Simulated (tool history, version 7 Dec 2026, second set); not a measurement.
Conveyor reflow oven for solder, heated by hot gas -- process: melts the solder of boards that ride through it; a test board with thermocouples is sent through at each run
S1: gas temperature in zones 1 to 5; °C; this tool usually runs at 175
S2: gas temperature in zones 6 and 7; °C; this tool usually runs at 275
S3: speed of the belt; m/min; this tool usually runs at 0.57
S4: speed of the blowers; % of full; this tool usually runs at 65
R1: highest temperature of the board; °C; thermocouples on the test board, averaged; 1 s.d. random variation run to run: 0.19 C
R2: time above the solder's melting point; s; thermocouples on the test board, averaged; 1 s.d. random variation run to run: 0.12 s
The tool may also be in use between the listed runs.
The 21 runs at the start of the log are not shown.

run   hour   S1   S2     S3  S4     R1    R2
 22  216.8  182  280   0.57  82  265.8  75.7
 23    229  164  275   0.57  77  258.1  64.5
 24  242.8  179  275   0.57  65  258.1  69.8
 25  251.7  175  266   0.57  53  247.6  58.6
 26  257.9  175  266   0.57  53  247.3  58.8
 27  271.5  175  266   0.57  53  247.5  58.9
 28  279.9  176  284  0.626  65  261.8  64.1
 29  289.5  175  287   0.57  65  268.2  74.1
 30  299.9  184  277   0.47  66  266.2  93.7
 31  308.1  175  290   0.57  83  273.6  77.1

Consider 4 possible next runs. They are alternatives, not a sequence: every one starts from the tool as it was left by run 31. What does each give?
  A  321.2  176  290   0.57  83   ?   ?
  B  321.2  175  273   0.52  52   ?   ?
  C  321.2  175  272  0.568  64   ?   ?
  D  321.2  175  275   0.57  57   ?   ?

run     R1    R2
  A  273.9  77.6
  B    256  73.3
  C  254.3  65.7
  D  255.7    66
Stripped of hidden state, with their random variation kept, the same runs would have yielded:
run     R1    R2
  A  276.2  78.1
  B  257.8  74.5
  C  256.3    67
  D  257.7  67.2

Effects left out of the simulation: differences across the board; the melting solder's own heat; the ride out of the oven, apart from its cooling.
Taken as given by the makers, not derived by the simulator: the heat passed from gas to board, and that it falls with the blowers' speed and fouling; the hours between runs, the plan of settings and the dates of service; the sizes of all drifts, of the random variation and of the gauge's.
